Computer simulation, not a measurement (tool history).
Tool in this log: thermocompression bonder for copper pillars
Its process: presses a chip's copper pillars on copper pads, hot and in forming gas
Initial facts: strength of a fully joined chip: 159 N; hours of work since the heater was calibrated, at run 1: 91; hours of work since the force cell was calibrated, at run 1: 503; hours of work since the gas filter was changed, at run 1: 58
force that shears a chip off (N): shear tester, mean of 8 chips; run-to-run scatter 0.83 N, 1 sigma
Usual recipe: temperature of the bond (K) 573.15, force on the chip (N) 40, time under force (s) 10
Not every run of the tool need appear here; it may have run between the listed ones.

run,hour,temperature of the bond (K),force on the chip (N),time under force (s),hours of work since the heater was calibrated,hours of work since the force cell was calibrated,hours of work since the gas filter was changed,force that shears a chip off (N)
1,0,573.15,40,10,91,503,58,108.8
2,30.5,573.15,34,10,111,523,78,98.5
3,54.9,573.15,51,10,127,539,94,121.2
4,93.1,592.15,40,10,153,565,120,118.7
5,119.5,582.15,40,10,170,582,137,112.5
6,147.6,582.15,40,10,189,601,156,113.9
7,168.9,582.15,40,10,203,615,170,113.6
8,210.8,573.15,40,5,231,643,198,86.8
9,248,573.15,40,15,256,668,223,118
10,293.7,573.15,40,12,286,698,253,113.9
# hour 308: force cell calibrated
11,331,573.15,40,10,310,15,277,108
12,352,573.15,40,10,324,29,291,105.8
13,389.4,573.15,40,10,349,54,316,105.6
14,439.7,573.15,40,10,382,88,349,107.6
15,483,573.15,40,10,411,116,378,106.9
16,520.5,569.15,40,10,436,141,403,103
17,558.8,565.15,40,10,461,167,429,101.7
18,583.5,573.15,40,10,478,183,445,105.8
# hour 604.7: forming gas filter changed
19,604.7,573.15,40,10,492,197,0,106.6
20,649.6,573.15,40,10,521,227,30,107.4
21,678,596.15,33,16,540,246,49,123
22,712,555.15,33,8,563,268,71,80.4
23,755.4,555.15,33,8,592,297,100,78.6
# hour 762: heater calibrated with a thermocouple chip
24,795.3,555.15,33,8,22,322,125,78.3
25,818.2,590.15,33,8,37,338,141,98.9
26,850.3,591.15,38,17,59,359,162,128.2
27,886.9,591.15,59,5,83,383,186,120.3
28,922.1,573.15,27,6,106,407,210,70.6
29,952.6,573.15,27,6,127,427,230,70.9
30,978.5,558.15,40,7,144,444,247,87.9
31,1000.2,568.15,36,10,158,459,262,97.6
32,1038.4,581.15,43,10,184,484,287,115.6
33,1071.9,594.15,26,6,206,506,309,80.3
34,1106.8,594.15,26,6,229,530,333,81.4
35,1144.8,593.15,31,10,255,555,358,106.7

Branching from run 35: 3 alternative next runs. What would each branch give?
A,1165.5,573.15,40,13,268,569,372,?
B,1165.5,566.15,31,26,268,569,372,?
C,1165.5,553.15,28,12,268,569,372,?

run,force that shears a chip off (N)
A,116.3
B,115.1
C,78.7
Without the tool's unlogged condition, the same runs would have read:
run,force that shears a chip off (N)
A,116.5
B,115.2
C,78.7
